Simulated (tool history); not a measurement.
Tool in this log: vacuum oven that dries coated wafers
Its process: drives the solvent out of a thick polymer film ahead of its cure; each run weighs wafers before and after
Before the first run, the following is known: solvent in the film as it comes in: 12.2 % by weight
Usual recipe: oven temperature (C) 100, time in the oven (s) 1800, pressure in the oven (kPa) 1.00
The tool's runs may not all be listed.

run 1 hour=0.0 | oven_temperature_(C)=100 time_in_the_oven_(s)=1800 pressure_in_the_oven_(kPa)=1.00 | solvent_left_in_the_film_(%)=2.08
run 2 hour=27.5 | oven_temperature_(C)=100 time_in_the_oven_(s)=1800 pressure_in_the_oven_(kPa)=0.83 | solvent_left_in_the_film_(%)=2.04
run 3 hour=44.2 | oven_temperature_(C)=100 time_in_the_oven_(s)=1800 pressure_in_the_oven_(kPa)=0.83 | solvent_left_in_the_film_(%)=1.99
run 4 hour=78.9 | oven_temperature_(C)=100 time_in_the_oven_(s)=1800 pressure_in_the_oven_(kPa)=0.83 | solvent_left_in_the_film_(%)=2.09
run 5 hour=105.9 | oven_temperature_(C)=100 time_in_the_oven_(s)=1800 pressure_in_the_oven_(kPa)=1.00 | solvent_left_in_the_film_(%)=2.12
run 6 hour=124.7 | oven_temperature_(C)=100 time_in_the_oven_(s)=1140 pressure_in_the_oven_(kPa)=1.00 | solvent_left_in_the_film_(%)=3.63
run 7 hour=142.4 | oven_temperature_(C)=100 time_in_the_oven_(s)=1140 pressure_in_the_oven_(kPa)=1.00 | solvent_left_in_the_film_(%)=3.52
run 8 hour=177.6 | oven_temperature_(C)=95 time_in_the_oven_(s)=1800 pressure_in_the_oven_(kPa)=1.00 | solvent_left_in_the_film_(%)=3.04
run 9 hour=198.6 | oven_temperature_(C)=95 time_in_the_oven_(s)=1800 pressure_in_the_oven_(kPa)=1.00 | solvent_left_in_the_film_(%)=2.90
-- hour=216.4 oven's thermocouples calibrated
run 10 hour=237.1 | oven_temperature_(C)=100 time_in_the_oven_(s)=1800 pressure_in_the_oven_(kPa)=1.00 | solvent_left_in_the_film_(%)=2.12
run 11 hour=263.0 | oven_temperature_(C)=100 time_in_the_oven_(s)=1800 pressure_in_the_oven_(kPa)=1.00 | solvent_left_in_the_film_(%)=2.22
run 12 hour=295.4 | oven_temperature_(C)=100 time_in_the_oven_(s)=1800 pressure_in_the_oven_(kPa)=1.00 | solvent_left_in_the_film_(%)=2.17
run 13 hour=321.9 | oven_temperature_(C)=100 time_in_the_oven_(s)=1800 pressure_in_the_oven_(kPa)=1.00 | solvent_left_in_the_film_(%)=2.17
run 14 hour=358.5 | oven_temperature_(C)=100 time_in_the_oven_(s)=1800 pressure_in_the_oven_(kPa)=1.00 | solvent_left_in_the_film_(%)=2.25
run 15 hour=386.4 | oven_temperature_(C)=100 time_in_the_oven_(s)=1800 pressure_in_the_oven_(kPa)=1.44 | solvent_left_in_the_film_(%)=2.40
-- hour=396.5 oven's thermocouples calibrated, once more
run 16 hour=427.8 | oven_temperature_(C)=100 time_in_the_oven_(s)=1800 pressure_in_the_oven_(kPa)=2.37 | solvent_left_in_the_film_(%)=2.59
run 17 hour=467.4 | oven_temperature_(C)=105 time_in_the_oven_(s)=1800 pressure_in_the_oven_(kPa)=0.85 | solvent_left_in_the_film_(%)=1.32
run 18 hour=498.3 | oven_temperature_(C)=94 time_in_the_oven_(s)=1380 pressure_in_the_oven_(kPa)=1.40 | solvent_left_in_the_film_(%)=4.11
run 19 hour=530.6 | oven_temperature_(C)=100 time_in_the_oven_(s)=1440 pressure_in_the_oven_(kPa)=1.01 | solvent_left_in_the_film_(%)=2.81
run 20 hour=564.7 | oven_temperature_(C)=113 time_in_the_oven_(s)=1080 pressure_in_the_oven_(kPa)=1.00 | solvent_left_in_the_film_(%)=1.55
run 21 hour=601.1 | oven_temperature_(C)=100 time_in_the_oven_(s)=1800 pressure_in_the_oven_(kPa)=0.82 | solvent_left_in_the_film_(%)=1.98

Run 22, settings as shown, results not yet in. Your forecast:
run 22 hour=636.4 | oven_temperature_(C)=108 time_in_the_oven_(s)=1380 pressure_in_the_oven_(kPa)=1.20 | solvent_left_in_the_film_(%)=?

Logged for run 22: solvent left in the film (%) 1.74.
Without the tool's hidden state the same run would have given solvent left in the film (%) 1.64.

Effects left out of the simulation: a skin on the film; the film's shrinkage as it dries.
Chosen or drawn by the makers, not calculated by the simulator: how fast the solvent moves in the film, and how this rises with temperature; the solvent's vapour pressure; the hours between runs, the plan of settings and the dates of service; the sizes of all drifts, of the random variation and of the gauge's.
